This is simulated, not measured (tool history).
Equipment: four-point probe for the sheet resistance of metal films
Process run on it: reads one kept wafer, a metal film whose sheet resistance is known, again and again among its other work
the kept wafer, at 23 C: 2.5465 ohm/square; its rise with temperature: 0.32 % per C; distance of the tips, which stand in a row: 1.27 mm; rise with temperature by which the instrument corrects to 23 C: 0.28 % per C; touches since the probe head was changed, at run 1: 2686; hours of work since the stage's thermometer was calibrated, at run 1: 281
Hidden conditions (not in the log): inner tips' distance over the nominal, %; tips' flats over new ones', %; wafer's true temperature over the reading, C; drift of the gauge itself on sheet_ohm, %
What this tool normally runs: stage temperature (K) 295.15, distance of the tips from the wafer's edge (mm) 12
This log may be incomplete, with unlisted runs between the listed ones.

run,hour,stage temperature (K),distance of the tips from the wafer's edge (mm),touches since the probe head was changed,hours of work since the stage's thermometer was calibrated,sheet resistance as the instrument gives it (ohm/square)
1,0.0,295.15,12,2686,281,2.570914
2,6.7,299.15,12,2897,285,2.575731
3,22.7,299.15,12,3407,293,2.575658
4,30.7,299.15,12,3661,298,2.576704
5,38.3,299.15,6,3900,302,2.620920
6,47.2,299.15,6,4184,306,2.621223
7,56.4,299.15,6,4475,311,2.620596
8,69.5,295.15,12,4892,318,2.571675
9,81.2,295.15,12,5265,325,2.570972
10,94.1,301.15,12,5674,331,2.577552
11,101.6,297.15,12,5913,335,2.573729
12,113.1,295.15,7,6278,342,2.601654
13,126.2,295.15,7,6693,349,2.601211
14,137.2,295.15,7,7044,354,2.601455
15,148.0,295.15,70,7385,360,2.556680
16,163.0,295.15,70,7861,368,2.557051
17,170.1,307.15,70,8088,372,2.570120
18,186.7,295.15,12,8614,381,2.572765
19,197.4,295.15,12,8953,386,2.573189
20,207.1,295.15,12,9263,392,2.571954
21,222.7,295.15,12,9758,400,2.572058
22,239.4,295.15,25,10286,409,2.561716
23,254.8,295.15,25,10777,417,2.560859
24,265.8,295.15,25,11127,423,2.560917
25,281.6,295.15,25,11629,431,2.561077
26,297.8,303.15,10,12142,440,2.587987
27,308.4,302.15,13,12479,446,2.577416
28,318.2,300.15,24,12790,451,2.566640
29,328.6,300.15,24,13119,456,2.566041
30,336.3,293.15,6,13364,460,2.616014
31,346.4,293.15,6,13684,466,2.616301
32,354.0,306.15,11,13927,470,2.586293
33,363.0,301.15,13,14213,475,2.577206
34,379.1,307.15,48,14724,483,2.570258
35,387.2,307.15,48,14981,488,2.570281
36,403.2,304.15,7,15490,496,2.611493
37,415.1,304.15,7,15867,502,2.611786
38,424.2,304.15,7,16155,507,2.611388
39,439.9,295.15,15,16653,516,2.567731
40,454.0,291.15,10,17103,523,2.575773
41,466.6,291.15,10,17502,530,2.575267

Run 42 comes next. What will it give?
42,481.8,293.15,39,17986,538,?

Run 42 yielded sheet resistance as the instrument gives it (ohm/square) 2.557029.
Had the tool carried no hidden state, the very same run would have given sheet resistance as the instrument gives it (ohm/square) 2.544659.

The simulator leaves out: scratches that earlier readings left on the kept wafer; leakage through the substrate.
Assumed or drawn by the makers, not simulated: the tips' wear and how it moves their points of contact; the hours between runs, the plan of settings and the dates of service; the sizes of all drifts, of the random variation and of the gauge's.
